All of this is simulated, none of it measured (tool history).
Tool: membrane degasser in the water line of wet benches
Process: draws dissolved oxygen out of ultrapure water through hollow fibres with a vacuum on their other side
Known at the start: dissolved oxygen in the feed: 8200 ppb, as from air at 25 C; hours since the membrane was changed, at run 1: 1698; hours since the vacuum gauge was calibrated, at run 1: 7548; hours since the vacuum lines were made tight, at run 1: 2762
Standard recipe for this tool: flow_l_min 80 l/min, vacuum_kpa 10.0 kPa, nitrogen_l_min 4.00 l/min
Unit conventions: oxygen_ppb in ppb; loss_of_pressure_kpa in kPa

run    hour  flow_l_min  vacuum_kpa  nitrogen_l_min  hours since the membrane was changed  hours since the vacuum gauge was calibrated  hours since the vacuum lines were made tight  oxygen_ppb  loss_of_pressure_kpa
  1     0.0          80        10.0            4.00                                  1698                                         7548                                          2762       309.0                 55.95
  2    77.2          80        10.0            4.00                                  1775                                         7626                                          2839       308.9                 55.80
  3   129.0          80        10.0            4.00                                  1827                                         7677                                          2891       311.0                 55.81
  4   206.9          80        10.0            4.00                                  1905                                         7755                                          2969       307.3                 55.50
      216.7  -- vacuum gauge calibrated
  5   270.6          80        10.0            4.00                                  1968                                           54                                          3032       308.6                 55.79
  6   345.3          80        10.0            4.00                                  2043                                          129                                          3107       308.9                 56.10
  7   391.2         105        10.0            4.00                                  2089                                          175                                          3152       428.9                 73.32
  8   430.3         105        10.0            4.00                                  2128                                          214                                          3191       423.9                 73.32
  9   467.5          55        10.0            4.00                                  2165                                          251                                          3229       213.4                 38.26
 10   507.6          55         7.6            4.00                                  2205                                          291                                          3269       138.8                 38.69
 11   540.4          55         7.6            5.63                                  2238                                          324                                          3302       101.6                 38.59
 12   596.5          55         7.6            5.63                                  2294                                          380                                          3358       102.5                 38.47
 13   628.8          80         7.3            4.00                                  2326                                          412                                          3390       194.7                 55.95
 14   664.1          52        11.9            4.00                                  2362                                          447                                          3425       254.4                 36.36
 15   704.7         103        10.0            4.00                                  2402                                          488                                          3466       416.8                 72.26
 16   778.5          70        10.0            4.87                                  2476                                          562                                          3540       227.9                 48.89
 17   856.3          55        10.0            3.56                                  2554                                          640                                          3618       235.9                 38.26
 18   913.6          80        15.6            4.00                                  2611                                          697                                          3675       534.6                 55.83
 19   988.4          80        15.6            4.00                                  2686                                          772                                          3750       535.5                 56.12
 20  1043.3          80        15.6            4.00                                  2741                                          827                                          3804       537.9                 55.66
 21  1104.7          80         8.6            7.38                                  2802                                          888                                          3866       152.6                 55.70

What differs in the tool's unlogged condition from the final listed run ahead of each entry between runs to the first listed run following it?
Run 4 -> run 5: vacuum gauge calibrated (hour 216.7)
  true pressure behind the membrane over the reading, kPa: 0.01 -> 0
